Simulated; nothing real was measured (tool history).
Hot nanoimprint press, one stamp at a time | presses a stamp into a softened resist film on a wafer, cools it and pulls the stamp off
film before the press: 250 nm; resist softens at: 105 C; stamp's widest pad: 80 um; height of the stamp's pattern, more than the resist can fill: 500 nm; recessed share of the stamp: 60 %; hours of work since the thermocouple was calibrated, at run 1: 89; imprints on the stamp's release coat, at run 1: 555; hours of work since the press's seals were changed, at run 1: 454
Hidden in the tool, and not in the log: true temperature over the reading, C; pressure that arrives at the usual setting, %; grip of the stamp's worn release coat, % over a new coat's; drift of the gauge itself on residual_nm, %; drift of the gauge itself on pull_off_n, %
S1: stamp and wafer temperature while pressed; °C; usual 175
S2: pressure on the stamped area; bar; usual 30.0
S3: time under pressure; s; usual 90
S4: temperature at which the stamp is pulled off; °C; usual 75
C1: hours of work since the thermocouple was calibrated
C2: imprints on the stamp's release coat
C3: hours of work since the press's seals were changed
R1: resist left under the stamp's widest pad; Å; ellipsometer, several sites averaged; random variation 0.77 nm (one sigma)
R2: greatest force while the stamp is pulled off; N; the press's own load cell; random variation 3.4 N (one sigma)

run,day,S1,S2,S3,S4,C1,C2,C3,R1,R2
1,0.000,175,30.0,90,75,89,555,454,1297,157
2,2.221,175,30.0,46,75,112,631,477,1609,161
3,4.346,175,30.0,46,75,134,704,498,1618,156
4,5.592,175,30.0,46,75,146,747,511,1617,161
# day 6.171: stamp cleaned and given a new release coat
# day 7.375: press's hydraulic seals changed and the load cell set to zero
5,7.596,175,30.0,46,75,161,38,2,1616,163
6,9.738,175,30.0,46,75,183,111,24,1618,160
7,11.392,175,30.0,90,75,200,168,41,1291,162
8,13.325,175,30.0,90,75,219,234,61,1292,159
9,14.946,175,30.0,90,62,236,289,77,1296,205
10,16.288,175,30.0,90,75,250,335,91,1291,163
11,18.071,175,30.0,90,75,268,396,109,1297,160
12,19.958,175,47.3,90,75,287,461,129,1087,162
13,21.304,175,47.3,90,75,301,507,142,1081,170
14,22.771,175,47.3,90,75,316,557,157,1079,167
15,24.817,175,47.3,90,75,337,627,178,1092,160
16,27.225,186,47.3,90,76,361,710,203,658,158
# day 28.858: stamp cleaned and given a new release coat
17,30.100,180,47.3,111,81,388,43,230,776,142
18,32.650,175,40.4,93,75,414,130,256,1149,165
19,34.971,175,40.4,93,75,438,209,279,1141,159
20,37.421,175,30.0,127,66,463,293,304,1143,190
# day 38.712: plate thermocouple calibrated
21,40.242,181,26.3,73,66,16,386,332,1161,192
22,42.862,187,34.0,125,71,42,476,359,638,176
23,44.417,187,34.0,125,71,58,529,375,631,171
24,46.104,187,34.0,125,71,75,587,392,645,178
25,47.979,175,26.6,59,75,95,651,411,1559,166
26,49.454,175,26.6,59,75,110,701,426,1572,166
# day 51.346: stamp cleaned and given a new release coat
27,51.542,175,26.6,59,75,128,7,445,1551,165
28,52.738,175,30.0,68,75,141,48,457,1424,160
29,54.983,175,30.0,68,75,164,125,480,1430,166

3 ways to go on from here, each from the tool as it stands after run 29. What would each give?
A,57.346,183,22.9,99,75,188,206,504,?,?
B,57.346,164,39.2,68,75,188,206,504,?,?
C,57.346,183,30.0,90,74,188,206,504,?,?

run,R1,R2
A,1006,165
B,1930,156
C,915,159
Without the tool's hidden state the same runs would have given:
run,R1,R2
A,1006,164
B,1930,156
C,915,158

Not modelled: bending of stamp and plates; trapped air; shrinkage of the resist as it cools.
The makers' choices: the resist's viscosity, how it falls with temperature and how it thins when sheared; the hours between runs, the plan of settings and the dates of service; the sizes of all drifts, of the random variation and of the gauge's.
